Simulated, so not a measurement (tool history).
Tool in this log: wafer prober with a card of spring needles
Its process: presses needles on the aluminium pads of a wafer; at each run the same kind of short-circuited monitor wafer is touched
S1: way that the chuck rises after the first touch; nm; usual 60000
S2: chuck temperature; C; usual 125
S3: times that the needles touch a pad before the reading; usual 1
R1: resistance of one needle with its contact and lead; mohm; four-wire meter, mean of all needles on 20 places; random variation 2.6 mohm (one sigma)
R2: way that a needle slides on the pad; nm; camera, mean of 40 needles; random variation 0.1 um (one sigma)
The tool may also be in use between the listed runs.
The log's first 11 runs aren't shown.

-- hour=449.8 tips cleaned on abrasive film
-- hour=467 tips cleaned on abrasive film
-- hour=483.4 tips cleaned on abrasive film
run 12 hour=486.5 | S1=60000 S2=125 S3=1 | R1=329 R2=8320
-- hour=501.2 tips cleaned on abrasive film
-- hour=517.3 tips cleaned on abrasive film
-- hour=534.5 tips cleaned on abrasive film
run 13 hour=537.2 | S1=60000 S2=125 S3=1 | R1=325 R2=8570
-- hour=550.6 tips cleaned on abrasive film
-- hour=568.1 tips cleaned on abrasive film
run 14 hour=571.1 | S1=60000 S2=125 S3=1 | R1=323 R2=8250
-- hour=584.4 tips cleaned on abrasive film
-- hour=601.3 tips cleaned on abrasive film
-- hour=616.8 tips cleaned on abrasive film
run 15 hour=626 | S1=60000 S2=125 S3=1 | R1=332 R2=8260
-- hour=633.4 tips cleaned on abrasive film
-- hour=648.1 tips cleaned on abrasive film
-- hour=662.8 tips cleaned on abrasive film
-- hour=680.6 tips cleaned on abrasive film
run 16 hour=680.9 | S1=60000 S2=29 S3=2 | R1=283 R2=8170
-- hour=697.9 tips cleaned on abrasive film
-- hour=715 tips cleaned on abrasive film
run 17 hour=715.5 | S1=45000 S2=29 S3=2 | R1=290 R2=6200
-- hour=732.8 tips cleaned on abrasive film
run 18 hour=739.7 | S1=45000 S2=29 S3=2 | R1=316 R2=6060
-- hour=749.4 tips cleaned on abrasive film
-- hour=765 tips cleaned on abrasive film
-- hour=782 tips cleaned on abrasive film
run 19 hour=789.4 | S1=41000 S2=55 S3=1 | R1=352 R2=5290
-- hour=799.2 tips cleaned on abrasive film
-- hour=814.2 tips cleaned on abrasive film
-- hour=830.6 tips cleaned on abrasive film
run 20 hour=830.6 | S1=51000 S2=119 S3=1 | R1=321 R2=6800
-- hour=847 tips cleaned on abrasive film
-- hour=864 tips cleaned on abrasive film
run 21 hour=876.5 | S1=70000 S2=106 S3=3 | R1=309 R2=9610
-- hour=880.2 tips cleaned on abrasive film
-- hour=895.3 tips cleaned on abrasive film
-- hour=912.7 tips cleaned on abrasive film
-- hour=927.6 tips cleaned on abrasive film
run 22 hour=929.8 | S1=70000 S2=106 S3=3 | R1=299 R2=9340
-- hour=944.3 tips cleaned on abrasive film
-- hour=956.3 card fitted with new needles
-- hour=971.9 tips cleaned on abrasive film
run 23 hour=971.9 | S1=70000 S2=106 S3=3 | R1=290 R2=9890
-- hour=988.8 tips cleaned on abrasive film
-- hour=1006.2 tips cleaned on abrasive film
run 24 hour=1011.7 | S1=70000 S2=33 S3=2 | R1=281 R2=9950
-- hour=1021.9 tips cleaned on abrasive film
-- hour=1039.6 tips cleaned on abrasive film
-- hour=1056.6 tips cleaned on abrasive film
run 25 hour=1056.6 | S1=40000 S2=93 S3=2 | R1=300 R2=5640
-- hour=1073.9 tips cleaned on abrasive film
-- hour=1088.6 tips cleaned on abrasive film
run 26 hour=1093.5 | S1=59000 S2=38 S3=2 | R1=282 R2=8400

Run 27 is up next; what results do you expect?
-- hour=1103.5 tips cleaned on abrasive film
-- hour=1119.2 tips cleaned on abrasive film
-- hour=1135.3 tips cleaned on abrasive film
-- hour=1151.3 tips cleaned on abrasive film
run 27 hour=1151.3 | S1=59000 S2=38 S3=2 | R1=? R2=?

{"run 27": {"R1": 279, "R2": 8280}}
Minus the tool's unlogged condition, the same run would have read R1 277 mohm, R2 8440 nm.

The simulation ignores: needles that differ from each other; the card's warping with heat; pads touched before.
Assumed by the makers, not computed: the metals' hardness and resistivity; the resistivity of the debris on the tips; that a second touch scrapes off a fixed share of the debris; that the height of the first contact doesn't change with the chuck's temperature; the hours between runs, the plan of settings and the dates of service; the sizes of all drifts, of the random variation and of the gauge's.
